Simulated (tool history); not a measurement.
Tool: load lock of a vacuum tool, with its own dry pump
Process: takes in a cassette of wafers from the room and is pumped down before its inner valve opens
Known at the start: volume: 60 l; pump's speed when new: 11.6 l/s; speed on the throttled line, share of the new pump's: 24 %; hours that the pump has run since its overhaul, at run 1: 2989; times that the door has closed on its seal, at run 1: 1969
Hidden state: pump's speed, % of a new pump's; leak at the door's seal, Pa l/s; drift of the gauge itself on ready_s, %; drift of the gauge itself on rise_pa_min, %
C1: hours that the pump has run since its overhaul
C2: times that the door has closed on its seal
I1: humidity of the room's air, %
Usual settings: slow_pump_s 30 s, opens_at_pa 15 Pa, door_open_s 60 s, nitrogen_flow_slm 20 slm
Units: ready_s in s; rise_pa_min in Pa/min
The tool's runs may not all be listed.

{"run": 1, "day": 0.0, "slow_pump_s": 30, "opens_at_pa": 15, "door_open_s": 60, "nitrogen_flow_slm": 20, "C1": 2989, "C2": 1969, "I1": 44.4, "ready_s": 69.9, "rise_pa_min": 0.046}
{"run": 2, "day": 5.754, "slow_pump_s": 28, "opens_at_pa": 15, "door_open_s": 60, "nitrogen_flow_slm": 20, "C1": 3127, "C2": 2381, "I1": 48.3, "ready_s": 69, "rise_pa_min": 0.048}
{"run": 3, "day": 12.083, "slow_pump_s": 28, "opens_at_pa": 15, "door_open_s": 60, "nitrogen_flow_slm": 20, "C1": 3279, "C2": 2835, "I1": 46.8, "ready_s": 68.5, "rise_pa_min": 0.053}
{"run": 4, "day": 15.788, "slow_pump_s": 30, "opens_at_pa": 15, "door_open_s": 112, "nitrogen_flow_slm": 20, "C1": 3368, "C2": 3101, "I1": 45.5, "ready_s": 70.8, "rise_pa_min": 0.072}
{"run": 5, "day": 21.133, "slow_pump_s": 30, "opens_at_pa": 15, "door_open_s": 112, "nitrogen_flow_slm": 20, "C1": 3496, "C2": 3484, "I1": 44, "ready_s": 71.2, "rise_pa_min": 0.067}
{"run": 6, "day": 27.546, "slow_pump_s": 30, "opens_at_pa": 15, "door_open_s": 112, "nitrogen_flow_slm": 20, "C1": 3650, "C2": 3943, "I1": 46.6, "ready_s": 71.3, "rise_pa_min": 0.072}
{"run": 7, "day": 32.908, "slow_pump_s": 30, "opens_at_pa": 15, "door_open_s": 112, "nitrogen_flow_slm": 20, "C1": 3779, "C2": 4327, "I1": 47.2, "ready_s": 71.7, "rise_pa_min": 0.07}
{"run": 8, "day": 38.492, "slow_pump_s": 30, "opens_at_pa": 15, "door_open_s": 112, "nitrogen_flow_slm": 20, "C1": 3913, "C2": 4728, "I1": 49, "ready_s": 70.2, "rise_pa_min": 0.079}
{"run": 9, "day": 42.292, "slow_pump_s": 30, "opens_at_pa": 20, "door_open_s": 60, "nitrogen_flow_slm": 20, "C1": 4004, "C2": 5000, "I1": 48.5, "ready_s": 69.8, "rise_pa_min": 0.056}
{"run": 10, "day": 48.033, "slow_pump_s": 30, "opens_at_pa": 20, "door_open_s": 60, "nitrogen_flow_slm": 20, "C1": 4142, "C2": 5411, "I1": 44.4, "ready_s": 69.8, "rise_pa_min": 0.062}
{"run": 11, "day": 52.4, "slow_pump_s": 30, "opens_at_pa": 20, "door_open_s": 60, "nitrogen_flow_slm": 20, "C1": 4247, "C2": 5725, "I1": 47.6, "ready_s": 70.1, "rise_pa_min": 0.059}
{"run": 12, "day": 56.896, "slow_pump_s": 30, "opens_at_pa": 15, "door_open_s": 60, "nitrogen_flow_slm": 5, "C1": 4355, "C2": 6047, "I1": 47.1, "ready_s": 70.9, "rise_pa_min": 0.083}
{"run": 13, "day": 60.229, "slow_pump_s": 30, "opens_at_pa": 15, "door_open_s": 60, "nitrogen_flow_slm": 20, "C1": 4435, "C2": 6285, "I1": 44.6, "ready_s": 71, "rise_pa_min": 0.067}
{"run": 14, "day": 65.492, "slow_pump_s": 59, "opens_at_pa": 15, "door_open_s": 60, "nitrogen_flow_slm": 20, "C1": 4561, "C2": 6663, "I1": 45.6, "ready_s": 93.2, "rise_pa_min": 0.07}
{"run": 15, "day": 70.596, "slow_pump_s": 59, "opens_at_pa": 15, "door_open_s": 60, "nitrogen_flow_slm": 20, "C1": 4683, "C2": 7028, "I1": 43.5, "ready_s": 92.2, "rise_pa_min": 0.07}
{"run": 16, "day": 73.858, "slow_pump_s": 59, "opens_at_pa": 15, "door_open_s": 60, "nitrogen_flow_slm": 20, "C1": 4762, "C2": 7262, "I1": 45.7, "ready_s": 92.2, "rise_pa_min": 0.074}
{"run": 17, "day": 77.746, "slow_pump_s": 59, "opens_at_pa": 15, "door_open_s": 60, "nitrogen_flow_slm": 20, "C1": 4855, "C2": 7541, "I1": 47.3, "ready_s": 93.3, "rise_pa_min": 0.079}
{"run": 18, "day": 82.408, "slow_pump_s": 30, "opens_at_pa": 15, "door_open_s": 60, "nitrogen_flow_slm": 20, "C1": 4967, "C2": 7875, "I1": 42.3, "ready_s": 71.4, "rise_pa_min": 0.073}
{"run": 19, "day": 87.883, "slow_pump_s": 57, "opens_at_pa": 15, "door_open_s": 30, "nitrogen_flow_slm": 38, "C1": 5098, "C2": 8267, "I1": 44.1, "ready_s": 90.9, "rise_pa_min": 0.061}
{"run": 20, "day": 90.983, "slow_pump_s": 57, "opens_at_pa": 15, "door_open_s": 30, "nitrogen_flow_slm": 38, "C1": 5173, "C2": 8489, "I1": 48.2, "ready_s": 91.1, "rise_pa_min": 0.064}
{"run": 21, "day": 94.696, "slow_pump_s": 57, "opens_at_pa": 30, "door_open_s": 98, "nitrogen_flow_slm": 38, "C1": 5262, "C2": 8756, "I1": 46.3, "ready_s": 87.9, "rise_pa_min": 0.076}
{"run": 22, "day": 100.992, "slow_pump_s": 30, "opens_at_pa": 16, "door_open_s": 70, "nitrogen_flow_slm": 20, "C1": 5413, "C2": 9207, "I1": 46.2, "ready_s": 72.2, "rise_pa_min": 0.087}
{"run": 23, "day": 104.258, "slow_pump_s": 30, "opens_at_pa": 16, "door_open_s": 70, "nitrogen_flow_slm": 20, "C1": 5491, "C2": 9441, "I1": 40.1, "ready_s": 71.3, "rise_pa_min": 0.078}
{"run": 24, "day": 109.888, "slow_pump_s": 30, "opens_at_pa": 16, "door_open_s": 70, "nitrogen_flow_slm": 20, "C1": 5627, "C2": 9844, "I1": 44, "ready_s": 72.3, "rise_pa_min": 0.088}
{"run": 25, "day": 116.442, "slow_pump_s": 30, "opens_at_pa": 15, "door_open_s": 79, "nitrogen_flow_slm": 20, "C1": 5784, "C2": 10314, "I1": 46.7, "ready_s": 72.8, "rise_pa_min": 0.09}
{"run": 26, "day": 120.808, "slow_pump_s": 43, "opens_at_pa": 14, "door_open_s": 145, "nitrogen_flow_slm": 4, "C1": 5889, "C2": 10627, "I1": 44.9, "ready_s": 81.8, "rise_pa_min": 0.14}
{"run": 27, "day": 124.262, "slow_pump_s": 30, "opens_at_pa": 15, "door_open_s": 106, "nitrogen_flow_slm": 29, "C1": 5972, "C2": 10875, "I1": 47.3, "ready_s": 72.7, "rise_pa_min": 0.108}
{"run": 28, "day": 130.938, "slow_pump_s": 30, "opens_at_pa": 24, "door_open_s": 60, "nitrogen_flow_slm": 44, "C1": 6132, "C2": 11353, "I1": 43.4, "ready_s": 70.1, "rise_pa_min": 0.088}
{"run": 29, "day": 134.117, "slow_pump_s": 30, "opens_at_pa": 11, "door_open_s": 60, "nitrogen_flow_slm": 20, "C1": 6208, "C2": 11581, "I1": 48.1, "ready_s": 75.6, "rise_pa_min": 0.102}
{"run": 30, "day": 138.862, "slow_pump_s": 29, "opens_at_pa": 15, "door_open_s": 60, "nitrogen_flow_slm": 20, "C1": 6322, "C2": 11921, "I1": 45, "ready_s": 71.9, "rise_pa_min": 0.105}
{"run": 31, "day": 142.958, "slow_pump_s": 30, "opens_at_pa": 11, "door_open_s": 158, "nitrogen_flow_slm": 20, "C1": 6420, "C2": 12214, "I1": 46.7, "ready_s": 74.2, "rise_pa_min": 0.128}
{"run": 32, "day": 149.042, "slow_pump_s": 30, "opens_at_pa": 16, "door_open_s": 53, "nitrogen_flow_slm": 20, "C1": 6566, "C2": 12650, "I1": 47.6, "ready_s": 71.2, "rise_pa_min": 0.102}
{"run": 33, "day": 153.988, "slow_pump_s": 30, "opens_at_pa": 16, "door_open_s": 53, "nitrogen_flow_slm": 20, "C1": 6685, "C2": 13005, "I1": 50.2, "ready_s": 71.8, "rise_pa_min": 0.109}
{"run": 34, "day": 156.842, "slow_pump_s": 30, "opens_at_pa": 15, "door_open_s": 60, "nitrogen_flow_slm": 21, "C1": 6753, "C2": 13209, "I1": 48.3, "ready_s": 72.4, "rise_pa_min": 0.111}
{"run": 35, "day": 163.433, "slow_pump_s": 30, "opens_at_pa": 15, "door_open_s": 60, "nitrogen_flow_slm": 21, "C1": 6912, "C2": 13682, "I1": 44.4, "ready_s": 72.4, "rise_pa_min": 0.108}
{"run": 36, "day": 167.967, "slow_pump_s": 30, "opens_at_pa": 21, "door_open_s": 60, "nitrogen_flow_slm": 12, "C1": 7020, "C2": 14006, "I1": 45.7, "ready_s": 70.9, "rise_pa_min": 0.124}

5 ways to go on from here, each from the tool as it stands after run 36. What would each give?
{"run": "A", "day": 173.429, "slow_pump_s": 44, "opens_at_pa": 15, "door_open_s": 60, "nitrogen_flow_slm": 11, "C1": 7152, "C2": 14398, "I1": 47.1, "ready_s": "?", "rise_pa_min": "?"}
{"run": "B", "day": 173.429, "slow_pump_s": 42, "opens_at_pa": 29, "door_open_s": 132, "nitrogen_flow_slm": 20, "C1": 7152, "C2": 14398, "I1": 47.7, "ready_s": "?", "rise_pa_min": "?"}
{"run": "C", "day": 173.429, "slow_pump_s": 52, "opens_at_pa": 21, "door_open_s": 196, "nitrogen_flow_slm": 12, "C1": 7152, "C2": 14398, "I1": 44.3, "ready_s": "?", "rise_pa_min": "?"}
{"run": "D", "day": 173.429, "slow_pump_s": 16, "opens_at_pa": 14, "door_open_s": 60, "nitrogen_flow_slm": 45, "C1": 7152, "C2": 14398, "I1": 44.1, "ready_s": "?", "rise_pa_min": "?"}
{"run": "E", "day": 173.429, "slow_pump_s": 52, "opens_at_pa": 10, "door_open_s": 223, "nitrogen_flow_slm": 12, "C1": 7152, "C2": 14398, "I1": 43, "ready_s": "?", "rise_pa_min": "?"}

run=A ready_s=83.5 rise_pa_min=0.127
run=B ready_s=79 rise_pa_min=0.141
run=C ready_s=87.3 rise_pa_min=0.162
run=D ready_s=63.7 rise_pa_min=0.105
run=E ready_s=90.6 rise_pa_min=0.168
Without the tool's hidden state the same runs would have given:
run=A ready_s=79.5 rise_pa_min=0.048
run=B ready_s=75.3 rise_pa_min=0.063
run=C ready_s=83.7 rise_pa_min=0.083
run=D ready_s=58.9 rise_pa_min=0.027
run=E ready_s=86.7 rise_pa_min=0.089
